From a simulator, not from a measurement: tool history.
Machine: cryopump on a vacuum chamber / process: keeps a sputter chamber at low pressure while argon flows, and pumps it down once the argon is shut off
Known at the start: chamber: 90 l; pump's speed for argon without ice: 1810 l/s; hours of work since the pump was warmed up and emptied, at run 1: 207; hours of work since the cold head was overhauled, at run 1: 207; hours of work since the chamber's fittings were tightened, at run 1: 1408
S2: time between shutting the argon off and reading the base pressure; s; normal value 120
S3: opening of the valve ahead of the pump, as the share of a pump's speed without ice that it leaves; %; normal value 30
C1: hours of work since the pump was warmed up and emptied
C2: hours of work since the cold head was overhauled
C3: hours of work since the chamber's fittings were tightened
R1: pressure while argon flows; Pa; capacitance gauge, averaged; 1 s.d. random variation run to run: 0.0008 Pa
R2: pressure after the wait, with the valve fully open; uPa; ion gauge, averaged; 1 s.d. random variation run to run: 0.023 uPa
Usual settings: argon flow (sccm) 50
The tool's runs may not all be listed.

Run 1, hour 0: usual settings; C1 207; C2 207; C3 1408. Result: R1 0.1587 Pa, R2 2.4 uPa.
Run 2, hour 40.2: usual settings but S2 79 s; C1 239; C2 239; C3 1440. Result: R1 0.1582 Pa, R2 2.71 uPa.
Run 3, hour 80.3: usual settings; C1 270; C2 270; C3 1471. Result: R1 0.1594 Pa, R2 2.42 uPa.
Run 4, hour 129.6: usual settings; C1 309; C2 309; C3 1510. Result: R1 0.1612 Pa, R2 2.51 uPa.
Run 5, hour 190.8: usual settings but S2 196 s; C1 357; C2 357; C3 1558. Result: R1 0.1624 Pa, R2 2.36 uPa.
Run 6, hour 271.3: usual settings but argon flow (sccm) 30, S2 196 s; C1 421; C2 421; C3 1622. Result: R1 0.0977 Pa, R2 2.42 uPa.
Run 7, hour 340.9: usual settings; C1 476; C2 476; C3 1677. Result: R1 0.1637 Pa, R2 2.93 uPa.
Run 8, hour 381.5: usual settings; C1 508; C2 508; C3 1709. Result: R1 0.1652 Pa, R2 2.95 uPa.
At hour 463.1: leaking fittings of the chamber tightened, without venting.
Run 9, hour 463.1: usual settings; C1 570; C2 570; C3 0. Result: R1 0.1672 Pa, R2 0.75 uPa.
Run 10, hour 538.4: usual settings; C1 630; C2 630; C3 59. Result: R1 0.1665 Pa, R2 0.84 uPa.
Run 11, hour 615.6: usual settings but S3 23 %; C1 691; C2 691; C3 120. Result: R1 0.2161 Pa, R2 0.93 uPa.
Run 12, hour 677.2: usual settings but S3 23 %; C1 739; C2 739; C3 169. Result: R1 0.2159 Pa, R2 1.04 uPa.
Run 13, hour 728.1: usual settings; C1 779; C2 779; C3 209. Result: R1 0.17 Pa, R2 1.06 uPa.
At hour 738.8: pump warmed up, emptied and cooled again.
Run 14, hour 812.7: usual settings but S3 22 %; C1 58; C2 842; C3 272. Result: R1 0.2146 Pa, R2 1.04 uPa.
Run 15, hour 879.6: usual settings but S3 22 %; C1 111; C2 895; C3 324. Result: R1 0.2152 Pa, R2 1.09 uPa.
Run 16, hour 950: usual settings but S3 22 %; C1 166; C2 950; C3 380. Result: R1 0.218 Pa, R2 1.14 uPa.
Run 17, hour 1010.4: usual settings but S3 22 %; C1 214; C2 998; C3 427. Result: R1 0.2162 Pa, R2 1.22 uPa.
Run 18, hour 1078.6: usual settings but S3 22 %; C1 268; C2 1051; C3 481. Result: R1 0.2163 Pa, R2 1.3 uPa.
Run 19, hour 1153.9: usual settings but S3 20 %; C1 327; C2 1111; C3 540. Result: R1 0.2413 Pa, R2 1.43 uPa.
Run 20, hour 1209.5: usual settings but argon flow (sccm) 34, S2 295 s, S3 49 %; C1 371; C2 1155; C3 584. Result: R1 0.0702 Pa, R2 1.11 uPa.
Run 21, hour 1267.6: usual settings but argon flow (sccm) 21, S2 98 s, S3 26 %; C1 417; C2 1200; C3 630. Result: R1 0.0791 Pa, R2 1.58 uPa.
Run 22, hour 1341.7: usual settings but argon flow (sccm) 81, S2 34 s, S3 26 %; C1 475; C2 1259; C3 688. Result: R1 0.3046 Pa, R2 3.03 uPa.
Run 23, hour 1399.8: usual settings but argon flow (sccm) 29, S2 34 s, S3 26 %; C1 521; C2 1304; C3 734. Result: R1 0.1108 Pa, R2 3.12 uPa.
Run 24, hour 1476.3: usual settings but argon flow (sccm) 68, S2 252 s, S3 44 %; C1 581; C2 1365; C3 794. Result: R1 0.1606 Pa, R2 1.46 uPa.
Run 25, hour 1544.7: usual settings but S2 130 s, S3 18 %; C1 635; C2 1419; C3 848. Result: R1 0.2736 Pa, R2 1.84 uPa.
Run 26, hour 1587.9: usual settings but argon flow (sccm) 28, S2 39 s; C1 669; C2 1453; C3 882. Result: R1 0.0949 Pa, R2 3.21 uPa.
Run 27, hour 1634: usual settings but S2 66 s, S3 29 %; C1 705; C2 1489; C3 919. Result: R1 0.1754 Pa, R2 2.52 uPa.
Run 28, hour 1683.6: usual settings but argon flow (sccm) 59, S2 41 s, S3 44 %; C1 744; C2 1528; C3 958. Result: R1 0.1443 Pa, R2 3.16 uPa.
At hour 1738.7: pump warmed up, emptied and cooled again.
Run 29, hour 1759.6: usual settings but argon flow (sccm) 38, S2 105 s, S3 39 %; C1 16; C2 1584; C3 1014. Result: R1 0.0916 Pa, R2 1.91 uPa.
Run 30, hour 1798: usual settings but argon flow (sccm) 51, S2 24 s, S3 24 %; C1 47; C2 1614; C3 1044. Result: R1 0.2002 Pa, R2 4.09 uPa.
Run 31, hour 1863.9: usual settings but argon flow (sccm) 75; C1 99; C2 1666; C3 1096. Result: R1 0.2378 Pa, R2 1.92 uPa.
Run 32, hour 1914.4: usual settings but S2 260 s; C1 138; C2 1706; C3 1136. Result: R1 0.1595 Pa, R2 1.63 uPa.
Run 33, hour 1980.8: usual settings but argon flow (sccm) 69, S2 27 s, S3 27 %; C1 191; C2 1758; C3 1188. Result: R1 0.2445 Pa, R2 4 uPa.

How the hidden state differs across the entries between the runs, from the last listed run before each to the first after it:
Runs 8 to 9: leaking fittings of the chamber tightened, without venting (hour 463.1)
  pump's speed, % of a pump's without ice: 84.8 -> 82.8; cold plate's temperature, K: 12.54 -> 12.58; leak into the chamber, uPa l/s: 3493 -> 306
  the result without the hidden state subtracted from the measured one, R1: +0.0089 -> +0.0104 Pa; R2: +2.18 -> +0.04 uPa
Runs 13 to 14: pump warmed up, emptied and cooled again (hour 738.8)
  pump's speed, % of a pump's without ice: 76.4 -> 98; cold plate's temperature, K: 12.68 -> 12.72; leak into the chamber, uPa l/s: 665 -> 782
  the result without the hidden state subtracted from the measured one, R1: +0.0152 -> +0.0017 Pa; R2: +0.32 -> +0.29 uPa
Runs 28 to 29: pump warmed up, emptied and cooled again (hour 1738.7)
  pump's speed, % of a pump's without ice: 76.4 -> 99.2; cold plate's temperature, K: 13.07 -> 13.1; leak into the chamber, uPa l/s: 2053 -> 2158
  the result without the hidden state subtracted from the measured one, R1: +0.0186 -> +0.0011 Pa; R2: +1.34 -> +1.08 uPa
